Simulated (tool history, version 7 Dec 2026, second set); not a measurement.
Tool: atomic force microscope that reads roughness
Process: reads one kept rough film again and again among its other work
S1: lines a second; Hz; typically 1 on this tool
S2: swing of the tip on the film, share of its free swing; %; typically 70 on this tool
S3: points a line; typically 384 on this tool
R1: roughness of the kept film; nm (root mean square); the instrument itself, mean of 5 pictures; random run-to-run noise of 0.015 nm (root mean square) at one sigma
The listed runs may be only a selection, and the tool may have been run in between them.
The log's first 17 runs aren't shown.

-- hour=743.1 new tip fitted
run 18 hour=774 | S1=1.39 S2=70 S3=384 | R1=3.381
run 19 hour=807.2 | S1=1.39 S2=70 S3=384 | R1=3.258
run 20 hour=869.4 | S1=1.28 S2=70 S3=553 | R1=3.031
run 21 hour=934 | S1=2.36 S2=60 S3=262 | R1=2.776
run 22 hour=991.3 | S1=2.36 S2=86 S3=262 | R1=2.329
-- hour=1007.2 new tip fitted
run 23 hour=1065 | S1=2.36 S2=86 S3=262 | R1=2.839
run 24 hour=1097.5 | S1=2.01 S2=89 S3=525 | R1=2.805
run 25 hour=1145.5 | S1=2.01 S2=89 S3=525 | R1=2.654
run 26 hour=1177.1 | S1=2.01 S2=89 S3=525 | R1=2.569
run 27 hour=1231.7 | S1=0.56 S2=62 S3=525 | R1=2.849
-- hour=1271.4 new tip fitted
run 28 hour=1290.1 | S1=0.56 S2=62 S3=525 | R1=3.438
run 29 hour=1363.3 | S1=1 S2=74 S3=710 | R1=3.029
run 30 hour=1435.7 | S1=2.83 S2=70 S3=384 | R1=2.641
run 31 hour=1505.7 | S1=2.12 S2=57 S3=410 | R1=2.622
-- hour=1535.3 new tip fitted
run 32 hour=1575.2 | S1=0.54 S2=90 S3=670 | R1=3.361
run 33 hour=1625.4 | S1=1 S2=69 S3=721 | R1=3.205
run 34 hour=1656.9 | S1=3.11 S2=69 S3=690 | R1=2.903
run 35 hour=1715.1 | S1=3.11 S2=69 S3=690 | R1=2.757
run 36 hour=1751.3 | S1=3.11 S2=69 S3=690 | R1=2.668
run 37 hour=1794.4 | S1=0.66 S2=88 S3=493 | R1=2.648
-- hour=1800.5 new tip fitted
run 38 hour=1828.2 | S1=2.94 S2=70 S3=805 | R1=3.286

Below are 4 alternative next runs, each starting from the tool's condition after run 38. Predict each:
run A hour=1875.3 | S1=1.62 S2=61 S3=805 | R1=?
run B hour=1875.3 | S1=2.94 S2=78 S3=805 | R1=?
run C hour=1875.3 | S1=3.18 S2=75 S3=384 | R1=?
run D hour=1875.3 | S1=1.71 S2=68 S3=817 | R1=?

run=A R1=3.295
run=B R1=2.952
run=C R1=2.965
run=D R1=3.245
The same runs, with their run-to-run variation unchanged, on a tool lacking any hidden condition would have given:
run=A R1=3.568
run=B R1=3.196
run=C R1=3.211
run=D R1=3.514

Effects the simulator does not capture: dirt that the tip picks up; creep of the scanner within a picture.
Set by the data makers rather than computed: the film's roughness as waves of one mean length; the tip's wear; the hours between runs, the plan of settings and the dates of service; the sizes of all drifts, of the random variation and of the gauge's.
